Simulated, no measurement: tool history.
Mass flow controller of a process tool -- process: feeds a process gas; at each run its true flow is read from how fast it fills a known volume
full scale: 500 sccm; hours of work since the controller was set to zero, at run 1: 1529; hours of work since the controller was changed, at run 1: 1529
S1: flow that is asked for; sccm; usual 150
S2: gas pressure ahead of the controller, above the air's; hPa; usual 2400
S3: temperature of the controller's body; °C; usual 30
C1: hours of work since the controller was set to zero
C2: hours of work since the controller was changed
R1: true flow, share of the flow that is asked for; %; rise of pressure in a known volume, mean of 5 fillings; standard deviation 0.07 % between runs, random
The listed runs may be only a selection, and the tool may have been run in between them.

run,hour,S1,S2,S3,C1,C2,R1
1,0,150,2400,30,1529,1529,99.31
2,112.8,150,2400,30,1612,1612,99.26
3,285.1,150,2400,30,1740,1740,99.63
4,439,150,2400,30,1853,1853,99.58
5,634.4,145,2400,30,1997,1997,100.09
6,786.5,150,2690,30,2109,2109,99.99
7,972.8,64,2690,30,2247,2247,102.19
8,1056.4,150,2400,30,2308,2308,100.13
9,1163.3,150,2400,30,2387,2387,100.22
10,1262.9,150,2400,30,2461,2461,100.36
11,1404.7,214,2400,30,2565,2565,100.23
12,1550,214,1770,30,2672,2672,99.98
13,1658,214,1770,30,2752,2752,100.21
14,1842.9,214,1770,30,2888,2888,100.22
15,2015.7,214,1770,30,3016,3016,100.43
16,2177.3,214,1770,30,3135,3135,100.57
17,2309.7,150,2400,30,3233,3233,101.23
18,2394.7,150,2480,30,3295,3295,101.25
19,2554.6,150,2400,30,3413,3413,101.48
20,2700.2,150,2400,30,3521,3521,101.44
21,2812.2,150,1630,30,3603,3603,101.32
22,2926.2,150,1630,30,3687,3687,101.51
23,3112,181,1630,30,3824,3824,101.23
24,3223.5,150,2400,30,3907,3907,101.98
25,3316.8,150,2400,30,3976,3976,101.88
26,3433.9,192,2400,30,4062,4062,101.61
27,3574.5,192,2400,30,4166,4166,101.62
28,3710.9,192,2400,30,4266,4266,101.85
29,3849.3,292,1630,25,4368,4368,101.78
30,4003.9,345,2220,34,4482,4482,101.24
31,4157.3,53,2400,33,4595,4595,108.64
32,4306.4,58,1820,30,4705,4705,108.27
33,4431.2,108,2590,30,4797,4797,104.09
34,4524.5,108,2590,30,4866,4866,104.24
35,4678.8,210,2030,36,4980,4980,101.72
36,4851.3,210,2030,36,5107,5107,101.78
37,4931.1,129,1530,36,5166,5166,103.06
38,5021.6,220,1560,25,5233,5233,102.69
39,5178.4,150,1780,22,5349,5349,103.97
# hour 5276.4: controller's zero set anew
40,5276.4,150,2400,31,0,5420,99.17
41,5466,150,2400,31,140,5560,99.28
42,5631.2,62,2040,38,262,5682,98.57
43,5744,176,2000,24,345,5765,100.12
# hour 5918.5: controller exchanged for a calibrated one
44,5921.2,94,2280,24,2,2,97.83
45,6086.8,494,1880,33,124,124,99.21
46,6183.4,151,2400,30,195,195,97.71
47,6354.7,151,2400,30,322,322,97.95
48,6488,55,2400,30,420,420,98.27
49,6623.2,150,2400,24,520,520,98.61

Each row is a separate what-if for the run after 49, all from the same tool condition, not one after another. Results?
A,6799,127,2400,33,649,649,?
B,6799,150,2170,30,649,649,?
C,6799,102,1650,40,649,649,?

run,R1
A,98.1
B,98.12
C,97.16
Without the tool's hidden state the same runs would have given:
run,R1
A,97.2
B,97.34
C,96.07
